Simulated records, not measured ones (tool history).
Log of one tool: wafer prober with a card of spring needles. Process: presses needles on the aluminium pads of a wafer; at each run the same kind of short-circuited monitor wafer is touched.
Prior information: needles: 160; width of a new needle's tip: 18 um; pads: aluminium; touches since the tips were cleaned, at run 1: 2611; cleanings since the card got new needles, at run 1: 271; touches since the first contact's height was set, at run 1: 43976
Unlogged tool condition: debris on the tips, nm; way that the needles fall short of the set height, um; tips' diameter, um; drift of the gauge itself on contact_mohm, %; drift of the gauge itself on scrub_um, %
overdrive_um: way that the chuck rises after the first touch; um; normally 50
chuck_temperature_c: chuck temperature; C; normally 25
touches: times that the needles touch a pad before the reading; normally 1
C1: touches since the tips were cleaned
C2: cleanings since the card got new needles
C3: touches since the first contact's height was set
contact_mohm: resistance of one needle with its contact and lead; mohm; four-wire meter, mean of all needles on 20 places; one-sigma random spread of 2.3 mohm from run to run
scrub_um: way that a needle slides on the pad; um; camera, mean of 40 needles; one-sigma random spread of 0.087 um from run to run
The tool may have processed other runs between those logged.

{"run": 1, "day": 0.0, "overdrive_um": 50, "chuck_temperature_c": 25, "touches": 1, "C1": 2611, "C2": 271, "C3": 43976, "contact_mohm": 512, "scrub_um": 11.43}
{"day": 0.204, "done": "tips cleaned on abrasive film"}
{"day": 0.6, "done": "tips cleaned on abrasive film"}
{"day": 1.0, "done": "tips cleaned on abrasive film"}
{"day": 1.5, "done": "tips cleaned on abrasive film"}
{"day": 1.9, "done": "tips cleaned on abrasive film"}
{"day": 2.4, "done": "tips cleaned on abrasive film"}
{"run": 2, "day": 2.538, "overdrive_um": 50, "chuck_temperature_c": 25, "touches": 1, "C1": 1460, "C2": 277, "C3": 70256, "contact_mohm": 454, "scrub_um": 11.16}
{"day": 2.842, "done": "tips cleaned on abrasive film"}
{"day": 3.338, "done": "tips cleaned on abrasive film"}
{"day": 3.838, "done": "tips cleaned on abrasive film"}
{"day": 4.338, "done": "tips cleaned on abrasive film"}
{"day": 4.838, "done": "tips cleaned on abrasive film"}
{"day": 5.238, "done": "tips cleaned on abrasive film"}
{"day": 5.25, "done": "height of the first contact set anew"}
{"day": 5.746, "done": "tips cleaned on abrasive film"}
{"run": 3, "day": 5.904, "overdrive_um": 50, "chuck_temperature_c": 25, "touches": 1, "C1": 1647, "C2": 284, "C3": 6817, "contact_mohm": 454, "scrub_um": 11.59}
{"day": 6.204, "done": "tips cleaned on abrasive film"}
{"day": 6.604, "done": "tips cleaned on abrasive film"}
{"day": 7.104, "done": "tips cleaned on abrasive film"}
{"day": 7.604, "done": "tips cleaned on abrasive film"}
{"day": 8.004, "done": "tips cleaned on abrasive film"}
{"day": 8.504, "done": "tips cleaned on abrasive film"}
{"day": 8.904, "done": "tips cleaned on abrasive film"}
{"run": 4, "day": 9.146, "overdrive_um": 50, "chuck_temperature_c": 25, "touches": 1, "C1": 2532, "C2": 291, "C3": 40372, "contact_mohm": 513, "scrub_um": 11.44}
{"day": 9.346, "done": "tips cleaned on abrasive film"}
{"day": 9.846, "done": "tips cleaned on abrasive film"}
{"day": 10.346, "done": "tips cleaned on abrasive film"}
{"day": 10.842, "done": "tips cleaned on abrasive film"}
{"day": 11.342, "done": "tips cleaned on abrasive film"}
{"day": 11.842, "done": "tips cleaned on abrasive film"}
{"run": 5, "day": 12.129, "overdrive_um": 50, "chuck_temperature_c": 25, "touches": 2, "C1": 3023, "C2": 297, "C3": 71317, "contact_mohm": 448, "scrub_um": 11.18}
{"day": 12.333, "done": "tips cleaned on abrasive film"}
{"day": 12.733, "done": "tips cleaned on abrasive film"}
{"day": 13.229, "done": "tips cleaned on abrasive film"}
{"day": 13.729, "done": "tips cleaned on abrasive film"}
{"day": 14.229, "done": "tips cleaned on abrasive film"}
{"day": 14.629, "done": "tips cleaned on abrasive film"}
{"day": 14.742, "done": "height of the first contact set anew"}
{"day": 15.142, "done": "tips cleaned on abrasive film"}
{"day": 15.638, "done": "tips cleaned on abrasive film"}
{"day": 16.138, "done": "tips cleaned on abrasive film"}
{"run": 6, "day": 16.275, "overdrive_um": 50, "chuck_temperature_c": 25, "touches": 2, "C1": 1437, "C2": 306, "C3": 15914, "contact_mohm": 374, "scrub_um": 11.57}
{"day": 16.575, "done": "tips cleaned on abrasive film"}
{"day": 16.975, "done": "tips cleaned on abrasive film"}
{"day": 17.475, "done": "tips cleaned on abrasive film"}
{"day": 17.975, "done": "tips cleaned on abrasive film"}
{"day": 18.471, "done": "tips cleaned on abrasive film"}
{"run": 7, "day": 18.538, "overdrive_um": 50, "chuck_temperature_c": 25, "touches": 2, "C1": 677, "C2": 311, "C3": 39341, "contact_mohm": 347, "scrub_um": 11.65}
{"day": 18.938, "done": "tips cleaned on abrasive film"}
{"day": 19.338, "done": "tips cleaned on abrasive film"}
{"day": 19.838, "done": "tips cleaned on abrasive film"}
{"day": 20.333, "done": "tips cleaned on abrasive film"}
{"day": 20.733, "done": "tips cleaned on abrasive film"}
{"day": 21.233, "done": "tips cleaned on abrasive film"}
{"run": 8, "day": 21.554, "overdrive_um": 50, "chuck_temperature_c": 25, "touches": 2, "C1": 3358, "C2": 317, "C3": 70619, "contact_mohm": 460, "scrub_um": 11.29}
{"day": 21.658, "done": "tips cleaned on abrasive film"}
{"day": 22.158, "done": "tips cleaned on abrasive film"}
{"day": 22.654, "done": "tips cleaned on abrasive film"}
{"day": 23.054, "done": "tips cleaned on abrasive film"}
{"day": 23.554, "done": "tips cleaned on abrasive film"}
{"day": 23.954, "done": "tips cleaned on abrasive film"}
{"day": 24.262, "done": "height of the first contact set anew"}
{"day": 24.367, "done": "tips cleaned on abrasive film"}
{"day": 24.867, "done": "tips cleaned on abrasive film"}
{"run": 9, "day": 24.888, "overdrive_um": 50, "chuck_temperature_c": 25, "touches": 3, "C1": 223, "C2": 325, "C3": 6427, "contact_mohm": 288, "scrub_um": 11.66}
{"day": 25.288, "done": "tips cleaned on abrasive film"}
{"day": 25.788, "done": "tips cleaned on abrasive film"}
{"day": 26.283, "done": "tips cleaned on abrasive film"}
{"day": 26.683, "done": "tips cleaned on abrasive film"}
{"run": 10, "day": 26.808, "overdrive_um": 50, "chuck_temperature_c": 25, "touches": 3, "C1": 1300, "C2": 329, "C3": 26342, "contact_mohm": 335, "scrub_um": 11.5}
{"day": 27.112, "done": "tips cleaned on abrasive film"}
{"day": 27.608, "done": "tips cleaned on abrasive film"}
{"day": 28.008, "done": "tips cleaned on abrasive film"}
{"day": 28.508, "done": "tips cleaned on abrasive film"}
{"day": 28.908, "done": "tips cleaned on abrasive film"}
{"day": 29.408, "done": "tips cleaned on abrasive film"}
{"day": 29.904, "done": "tips cleaned on abrasive film"}
{"run": 11, "day": 30.096, "overdrive_um": 50, "chuck_temperature_c": 25, "touches": 1, "C1": 2001, "C2": 336, "C3": 60404, "contact_mohm": 522, "scrub_um": 11.25}
{"day": 30.4, "done": "tips cleaned on abrasive film"}
{"day": 30.8, "done": "tips cleaned on abrasive film"}
{"day": 31.2, "done": "tips cleaned on abrasive film"}
{"day": 31.696, "done": "tips cleaned on abrasive film"}
{"day": 32.196, "done": "tips cleaned on abrasive film"}
{"day": 32.696, "done": "tips cleaned on abrasive film"}
{"day": 33.192, "done": "tips cleaned on abrasive film"}
{"run": 12, "day": 33.417, "overdrive_um": 50, "chuck_temperature_c": 118, "touches": 2, "C1": 2309, "C2": 343, "C3": 94771, "contact_mohm": 445, "scrub_um": 11.17}
{"day": 33.617, "done": "tips cleaned on abrasive film"}
{"day": 33.729, "done": "height of the first contact set anew"}
{"day": 34.129, "done": "tips cleaned on abrasive film"}
{"day": 34.629, "done": "tips cleaned on abrasive film"}
{"day": 35.125, "done": "tips cleaned on abrasive film"}
{"day": 35.625, "done": "tips cleaned on abrasive film"}
{"day": 36.025, "done": "tips cleaned on abrasive film"}
{"day": 36.525, "done": "tips cleaned on abrasive film"}
{"day": 37.021, "done": "tips cleaned on abrasive film"}
{"run": 13, "day": 37.179, "overdrive_um": 66, "chuck_temperature_c": 31, "touches": 1, "C1": 1624, "C2": 351, "C3": 35750, "contact_mohm": 412, "scrub_um": 15.46}
{"day": 37.479, "done": "tips cleaned on abrasive film"}
{"day": 37.879, "done": "tips cleaned on abrasive film"}
{"day": 38.379, "done": "tips cleaned on abrasive film"}
{"day": 38.779, "done": "tips cleaned on abrasive film"}
{"day": 39.246, "done": "tips cleaned on abrasive film"}
{"run": 14, "day": 39.246, "overdrive_um": 31, "chuck_temperature_c": 25, "touches": 1, "C1": 0, "C2": 356, "C3": 57128, "contact_mohm": 352, "scrub_um": 6.93}
{"day": 39.646, "done": "tips cleaned on abrasive film"}
{"day": 40.046, "done": "tips cleaned on abrasive film"}
{"day": 40.542, "done": "tips cleaned on abrasive film"}
{"day": 41.042, "done": "tips cleaned on abrasive film"}
{"day": 41.542, "done": "tips cleaned on abrasive film"}
{"day": 42.038, "done": "tips cleaned on abrasive film"}
{"day": 42.438, "done": "tips cleaned on abrasive film"}
{"day": 42.938, "done": "tips cleaned on abrasive film"}
{"day": 43.221, "done": "height of the first contact set anew"}
{"run": 15, "day": 43.221, "overdrive_um": 31, "chuck_temperature_c": 25, "touches": 2, "C1": 2838, "C2": 364, "C3": 0, "contact_mohm": 729, "scrub_um": 7.19}
{"day": 43.425, "done": "tips cleaned on abrasive film"}
{"day": 43.925, "done": "tips cleaned on abrasive film"}
{"day": 44.325, "done": "tips cleaned on abrasive film"}
{"day": 44.821, "done": "tips cleaned on abrasive film"}
{"day": 45.321, "done": "tips cleaned on abrasive film"}
{"day": 45.721, "done": "tips cleaned on abrasive film"}
{"day": 46.221, "done": "tips cleaned on abrasive film"}
{"run": 16, "day": 46.462, "overdrive_um": 31, "chuck_temperature_c": 25, "touches": 2, "C1": 2526, "C2": 371, "C3": 33550, "contact_mohm": 754, "scrub_um": 7.01}
{"day": 46.662, "done": "tips cleaned on abrasive film"}
{"day": 47.062, "done": "tips cleaned on abrasive film"}
{"day": 47.562, "done": "card fitted with new needles"}
{"day": 47.962, "done": "tips cleaned on abrasive film"}
{"day": 48.462, "done": "tips cleaned on abrasive film"}
{"day": 48.862, "done": "tips cleaned on abrasive film"}
{"day": 49.362, "done": "tips cleaned on abrasive film"}
{"day": 49.858, "done": "tips cleaned on abrasive film"}
{"day": 50.308, "done": "tips cleaned on abrasive film"}
{"run": 17, "day": 50.308, "overdrive_um": 56, "chuck_temperature_c": 27, "touches": 1, "C1": 0, "C2": 6, "C3": 28442, "contact_mohm": 276, "scrub_um": 12.74}
{"day": 50.808, "done": "tips cleaned on abrasive film"}
{"day": 51.208, "done": "tips cleaned on abrasive film"}
{"day": 51.708, "done": "tips cleaned on abrasive film"}
{"day": 52.208, "done": "tips cleaned on abrasive film"}
{"day": 52.704, "done": "tips cleaned on abrasive film"}
{"run": 18, "day": 53.088, "overdrive_um": 55, "chuck_temperature_c": 52, "touches": 2, "C1": 4008, "C2": 11, "C3": 57269, "contact_mohm": 345, "scrub_um": 12.52}
{"day": 53.192, "done": "tips cleaned on abrasive film"}
{"day": 53.592, "done": "tips cleaned on abrasive film"}
{"day": 53.992, "done": "tips cleaned on abrasive film"}
{"day": 54.492, "done": "tips cleaned on abrasive film"}
{"day": 54.988, "done": "tips cleaned on abrasive film"}
{"run": 19, "day": 55.333, "overdrive_um": 48, "chuck_temperature_c": 110, "touches": 2, "C1": 3605, "C2": 16, "C3": 80523, "contact_mohm": 379, "scrub_um": 10.69}
{"day": 55.438, "done": "tips cleaned on abrasive film"}
{"day": 55.938, "done": "tips cleaned on abrasive film"}
{"day": 56.338, "done": "tips cleaned on abrasive film"}
{"day": 56.738, "done": "tips cleaned on abrasive film"}
{"day": 57.046, "done": "height of the first contact set anew"}
{"day": 57.246, "done": "tips cleaned on abrasive film"}
{"day": 57.646, "done": "tips cleaned on abrasive film"}
{"day": 58.146, "done": "tips cleaned on abrasive film"}
{"run": 20, "day": 58.462, "overdrive_um": 41, "chuck_temperature_c": 56, "touches": 2, "C1": 3284, "C2": 23, "C3": 14659, "contact_mohm": 384, "scrub_um": 9.4}
{"day": 58.562, "done": "tips cleaned on abrasive film"}
{"day": 59.062, "done": "tips cleaned on abrasive film"}
{"day": 59.462, "done": "tips cleaned on abrasive film"}
{"day": 59.962, "done": "tips cleaned on abrasive film"}
{"day": 60.362, "done": "tips cleaned on abrasive film"}
{"day": 60.862, "done": "tips cleaned on abrasive film"}
{"day": 61.358, "done": "tips cleaned on abrasive film"}
{"day": 61.858, "done": "tips cleaned on abrasive film"}
{"run": 21, "day": 62.125, "overdrive_um": 41, "chuck_temperature_c": 56, "touches": 2, "C1": 2771, "C2": 31, "C3": 52593, "contact_mohm": 391, "scrub_um": 9.26}

5 options for the next run, each taken on its own from the tool as it stands now. Forecast them:
{"day": 62.325, "done": "tips cleaned on abrasive film"}
{"day": 62.825, "done": "tips cleaned on abrasive film"}
{"day": 63.325, "done": "tips cleaned on abrasive film"}
{"day": 63.821, "done": "tips cleaned on abrasive film"}
{"day": 64.321, "done": "tips cleaned on abrasive film"}
{"run": "A", "day": 64.704, "overdrive_um": 50, "chuck_temperature_c": 25, "touches": 1, "C1": 3988, "C2": 36, "C3": 79332, "contact_mohm": "?", "scrub_um": "?"}
{"day": 62.325, "done": "tips cleaned on abrasive film"}
{"day": 62.825, "done": "tips cleaned on abrasive film"}
{"day": 63.325, "done": "tips cleaned on abrasive film"}
{"day": 63.821, "done": "tips cleaned on abrasive film"}
{"day": 64.321, "done": "tips cleaned on abrasive film"}
{"run": "B", "day": 64.704, "overdrive_um": 32, "chuck_temperature_c": 25, "touches": 1, "C1": 3988, "C2": 36, "C3": 79332, "contact_mohm": "?", "scrub_um": "?"}
{"day": 62.325, "done": "tips cleaned on abrasive film"}
{"day": 62.825, "done": "tips cleaned on abrasive film"}
{"day": 63.325, "done": "tips cleaned on abrasive film"}
{"day": 63.821, "done": "tips cleaned on abrasive film"}
{"day": 64.321, "done": "tips cleaned on abrasive film"}
{"run": "C", "day": 64.704, "overdrive_um": 40, "chuck_temperature_c": 41, "touches": 1, "C1": 3988, "C2": 36, "C3": 79332, "contact_mohm": "?", "scrub_um": "?"}
{"day": 62.325, "done": "tips cleaned on abrasive film"}
{"day": 62.825, "done": "tips cleaned on abrasive film"}
{"day": 63.325, "done": "tips cleaned on abrasive film"}
{"day": 63.821, "done": "tips cleaned on abrasive film"}
{"day": 64.321, "done": "tips cleaned on abrasive film"}
{"run": "D", "day": 64.704, "overdrive_um": 41, "chuck_temperature_c": 42, "touches": 2, "C1": 3988, "C2": 36, "C3": 79332, "contact_mohm": "?", "scrub_um": "?"}
{"day": 62.325, "done": "tips cleaned on abrasive film"}
{"day": 62.825, "done": "tips cleaned on abrasive film"}
{"day": 63.325, "done": "tips cleaned on abrasive film"}
{"day": 63.821, "done": "tips cleaned on abrasive film"}
{"day": 64.321, "done": "tips cleaned on abrasive film"}
{"run": "E", "day": 64.704, "overdrive_um": 64, "chuck_temperature_c": 56, "touches": 1, "C1": 3988, "C2": 36, "C3": 79332, "contact_mohm": "?", "scrub_um": "?"}

run=A contact_mohm=431 scrub_um=11.09
run=B contact_mohm=659 scrub_um=7.18
run=C contact_mohm=511 scrub_um=8.89
run=D contact_mohm=415 scrub_um=9.25
run=E contact_mohm=370 scrub_um=14.48
With the hidden condition removed and each run's random variation left untouched, the same runs would have given:
run=A contact_mohm=262 scrub_um=11.48
run=B contact_mohm=269 scrub_um=7.57
run=C contact_mohm=266 scrub_um=9.28
run=D contact_mohm=271 scrub_um=9.64
run=E contact_mohm=267 scrub_um=14.87

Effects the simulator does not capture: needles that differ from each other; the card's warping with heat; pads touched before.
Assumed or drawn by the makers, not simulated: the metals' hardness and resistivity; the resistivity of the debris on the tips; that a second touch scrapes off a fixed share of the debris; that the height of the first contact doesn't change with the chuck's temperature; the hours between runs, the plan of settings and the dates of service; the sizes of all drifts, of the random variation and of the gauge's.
